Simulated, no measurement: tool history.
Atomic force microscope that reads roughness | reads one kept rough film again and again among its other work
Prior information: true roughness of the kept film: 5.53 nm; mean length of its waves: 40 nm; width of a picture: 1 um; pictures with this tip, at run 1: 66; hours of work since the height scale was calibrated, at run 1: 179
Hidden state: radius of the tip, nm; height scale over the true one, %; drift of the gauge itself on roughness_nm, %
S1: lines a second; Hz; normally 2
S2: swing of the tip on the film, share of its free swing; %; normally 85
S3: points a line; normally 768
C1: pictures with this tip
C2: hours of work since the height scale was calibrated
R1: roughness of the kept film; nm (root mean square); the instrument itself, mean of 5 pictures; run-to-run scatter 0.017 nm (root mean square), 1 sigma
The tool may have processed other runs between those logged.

run,day,S1,S2,S3,C1,C2,R1
1,0,2,85,768,66,179,4.066
2,0.862,2,85,768,93,191,4.031
# day 1.525: new tip fitted
3,1.538,2,85,768,0,200,4.024
4,1.938,2,85,768,13,205,4.059
5,2.508,2,85,768,31,213,4.049
6,2.967,0.88,85,768,45,219,4.54
7,3.938,2,85,768,76,232,4.074
8,4.483,2,85,768,93,240,4.029
9,4.921,2,85,768,107,246,4.056
# day 5.221: new tip fitted
10,5.9,2,85,768,22,259,4.072
11,6.846,2,85,768,52,271,4.057
12,7.558,2,85,363,74,281,4.051
13,8.492,2,85,363,104,294,4.044
# day 8.838: new tip fitted
14,8.912,0.52,69,604,2,299,4.897
15,9.862,3.24,63,344,32,312,4.472

Predict the results of run 16:
16,10.625,2.82,63,344,56,322,?

R1: 4.537 nm (root mean square)
The same run, on a tool lacking any hidden state, would have yielded R1 4.542 nm (root mean square).

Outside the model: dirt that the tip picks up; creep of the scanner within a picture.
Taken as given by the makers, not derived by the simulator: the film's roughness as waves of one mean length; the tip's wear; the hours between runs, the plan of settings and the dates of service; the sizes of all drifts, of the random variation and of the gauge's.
